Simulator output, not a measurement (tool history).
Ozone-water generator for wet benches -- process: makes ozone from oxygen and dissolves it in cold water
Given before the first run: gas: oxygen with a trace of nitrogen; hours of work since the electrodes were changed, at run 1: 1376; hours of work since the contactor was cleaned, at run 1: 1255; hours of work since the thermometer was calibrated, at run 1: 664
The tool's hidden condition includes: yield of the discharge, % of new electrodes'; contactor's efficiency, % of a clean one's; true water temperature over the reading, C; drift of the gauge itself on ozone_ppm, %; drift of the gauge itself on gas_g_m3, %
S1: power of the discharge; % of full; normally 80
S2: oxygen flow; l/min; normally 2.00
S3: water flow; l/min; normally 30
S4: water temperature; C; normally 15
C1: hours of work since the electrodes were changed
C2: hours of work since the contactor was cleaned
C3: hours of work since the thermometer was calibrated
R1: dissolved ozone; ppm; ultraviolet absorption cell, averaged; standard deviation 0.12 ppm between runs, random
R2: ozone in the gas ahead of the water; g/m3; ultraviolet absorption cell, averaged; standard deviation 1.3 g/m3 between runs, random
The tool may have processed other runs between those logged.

{"run": 1, "hour": 0.0, "S1": 80, "S2": 2.0, "S3": 30, "S4": 15, "C1": 1376, "C2": 1255, "C3": 664, "R1": 10.3, "R2": 227.0}
{"run": 2, "hour": 116.2, "S1": 80, "S2": 2.0, "S3": 30, "S4": 15, "C1": 1469, "C2": 1349, "C3": 757, "R1": 10.7, "R2": 225.8}
{"run": 3, "hour": 178.9, "S1": 80, "S2": 2.0, "S3": 30, "S4": 15, "C1": 1520, "C2": 1399, "C3": 807, "R1": 10.4, "R2": 224.4}
{"run": 4, "hour": 264.4, "S1": 80, "S2": 2.0, "S3": 30, "S4": 15, "C1": 1588, "C2": 1468, "C3": 876, "R1": 10.5, "R2": 221.8}
{"run": 5, "hour": 348.9, "S1": 80, "S2": 2.0, "S3": 30, "S4": 15, "C1": 1656, "C2": 1536, "C3": 944, "R1": 10.3, "R2": 223.3}
{"run": 6, "hour": 458.8, "S1": 80, "S2": 2.0, "S3": 30, "S4": 15, "C1": 1744, "C2": 1624, "C3": 1032, "R1": 10.5, "R2": 222.2}
{"run": 7, "hour": 541.3, "S1": 80, "S2": 2.0, "S3": 30, "S4": 15, "C1": 1811, "C2": 1690, "C3": 1098, "R1": 10.6, "R2": 224.1}
{"run": 8, "hour": 626.9, "S1": 80, "S2": 2.0, "S3": 30, "S4": 11, "C1": 1879, "C2": 1759, "C3": 1167, "R1": 10.6, "R2": 219.8}
{"run": 9, "hour": 712.1, "S1": 80, "S2": 2.0, "S3": 30, "S4": 15, "C1": 1948, "C2": 1827, "C3": 1235, "R1": 10.3, "R2": 219.5}
{"run": 10, "hour": 760.9, "S1": 80, "S2": 2.0, "S3": 30, "S4": 15, "C1": 1987, "C2": 1866, "C3": 1274, "R1": 10.0, "R2": 218.3}
{"run": 11, "hour": 839.5, "S1": 80, "S2": 2.0, "S3": 30, "S4": 15, "C1": 2050, "C2": 1929, "C3": 1338, "R1": 10.2, "R2": 218.1}
{"run": 12, "hour": 889.2, "S1": 80, "S2": 2.0, "S3": 30, "S4": 15, "C1": 2090, "C2": 1969, "C3": 1377, "R1": 10.2, "R2": 218.8}
{"run": 13, "hour": 948.4, "S1": 80, "S2": 2.0, "S3": 30, "S4": 15, "C1": 2138, "C2": 2017, "C3": 1425, "R1": 9.9, "R2": 218.6}
{"run": 14, "hour": 1029.5, "S1": 80, "S2": 2.0, "S3": 30, "S4": 15, "C1": 2203, "C2": 2082, "C3": 1490, "R1": 10.2, "R2": 217.9}
{"run": 15, "hour": 1086.5, "S1": 80, "S2": 2.0, "S3": 30, "S4": 15, "C1": 2248, "C2": 2128, "C3": 1536, "R1": 10.1, "R2": 217.3}
{"run": 16, "hour": 1171.5, "S1": 80, "S2": 2.0, "S3": 30, "S4": 15, "C1": 2317, "C2": 2196, "C3": 1604, "R1": 10.0, "R2": 215.6}
{"run": 17, "hour": 1248.7, "S1": 80, "S2": 2.0, "S3": 30, "S4": 15, "C1": 2379, "C2": 2258, "C3": 1666, "R1": 9.9, "R2": 214.3}
{"run": 18, "hour": 1336.9, "S1": 80, "S2": 1.3, "S3": 30, "S4": 15, "C1": 2449, "C2": 2329, "C3": 1737, "R1": 9.0, "R2": 281.6}
{"run": 19, "hour": 1405.2, "S1": 82, "S2": 1.78, "S3": 19, "S4": 11, "C1": 2504, "C2": 2384, "C3": 1792, "R1": 15.8, "R2": 236.8}
{"run": 20, "hour": 1494.1, "S1": 80, "S2": 2.0, "S3": 18, "S4": 15, "C1": 2576, "C2": 2455, "C3": 1863, "R1": 16.0, "R2": 213.7}
{"run": 21, "hour": 1576.0, "S1": 78, "S2": 1.24, "S3": 48, "S4": 15, "C1": 2641, "C2": 2521, "C3": 1929, "R1": 5.0, "R2": 284.7}
{"run": 22, "hour": 1631.3, "S1": 78, "S2": 1.24, "S3": 48, "S4": 15, "C1": 2686, "C2": 2565, "C3": 1973, "R1": 5.1, "R2": 280.7}
{"run": 23, "hour": 1712.7, "S1": 78, "S2": 1.24, "S3": 44, "S4": 16, "C1": 2751, "C2": 2630, "C3": 2039, "R1": 5.5, "R2": 283.9}
{"run": 24, "hour": 1833.1, "S1": 78, "S2": 1.24, "S3": 44, "S4": 16, "C1": 2848, "C2": 2727, "C3": 2135, "R1": 5.4, "R2": 279.8}
{"run": 25, "hour": 1909.5, "S1": 78, "S2": 1.24, "S3": 44, "S4": 16, "C1": 2909, "C2": 2788, "C3": 2197, "R1": 5.4, "R2": 279.5}
{"run": 26, "hour": 1993.4, "S1": 78, "S2": 1.24, "S3": 44, "S4": 16, "C1": 2976, "C2": 2856, "C3": 2264, "R1": 5.6, "R2": 278.7}
{"run": 27, "hour": 2061.9, "S1": 78, "S2": 1.32, "S3": 44, "S4": 7, "C1": 3031, "C2": 2911, "C3": 2319, "R1": 5.8, "R2": 267.0}
{"run": 28, "hour": 2138.8, "S1": 80, "S2": 2.0, "S3": 44, "S4": 15, "C1": 3093, "C2": 2972, "C3": 2381, "R1": 6.3, "R2": 207.8}
{"run": 29, "hour": 2217.7, "S1": 81, "S2": 2.0, "S3": 28, "S4": 15, "C1": 3157, "C2": 3036, "C3": 2444, "R1": 10.3, "R2": 210.1}
{"run": 30, "hour": 2314.6, "S1": 80, "S2": 2.0, "S3": 47, "S4": 15, "C1": 3234, "C2": 3114, "C3": 2522, "R1": 5.9, "R2": 208.2}
{"run": 31, "hour": 2409.3, "S1": 75, "S2": 2.17, "S3": 47, "S4": 13, "C1": 3310, "C2": 3190, "C3": 2598, "R1": 5.8, "R2": 188.6}
{"run": 32, "hour": 2511.3, "S1": 80, "S2": 2.0, "S3": 29, "S4": 15, "C1": 3392, "C2": 3272, "C3": 2680, "R1": 9.8, "R2": 208.0}
{"run": 33, "hour": 2629.2, "S1": 76, "S2": 2.0, "S3": 30, "S4": 15, "C1": 3487, "C2": 3366, "C3": 2774, "R1": 9.0, "R2": 198.9}
{"run": 34, "hour": 2694.0, "S1": 54, "S2": 1.06, "S3": 28, "S4": 8, "C1": 3539, "C2": 3418, "C3": 2826, "R1": 6.7, "R2": 238.2}

Each row is a separate what-if for the run after 34, all from the same tool condition, not one after another. Results?
{"run": "A", "hour": 2767.4, "S1": 51, "S2": 2.68, "S3": 28, "S4": 11, "C1": 3598, "C2": 3477, "C3": 2885, "R1": "?", "R2": "?"}
{"run": "B", "hour": 2767.4, "S1": 60, "S2": 1.87, "S3": 40, "S4": 8, "C1": 3598, "C2": 3477, "C3": 2885, "R1": "?", "R2": "?"}
{"run": "C", "hour": 2767.4, "S1": 47, "S2": 1.06, "S3": 41, "S4": 8, "C1": 3598, "C2": 3477, "C3": 2885, "R1": "?", "R2": "?"}

run=A R1=7.8 R2=126.9
run=B R1=5.6 R2=177.9
run=C R1=3.9 R2=215.5
Without the tool's hidden state the same runs would have given:
run=A R1=9.1 R2=140.1
run=B R1=6.7 R2=199.1
run=C R1=4.5 R2=236.0
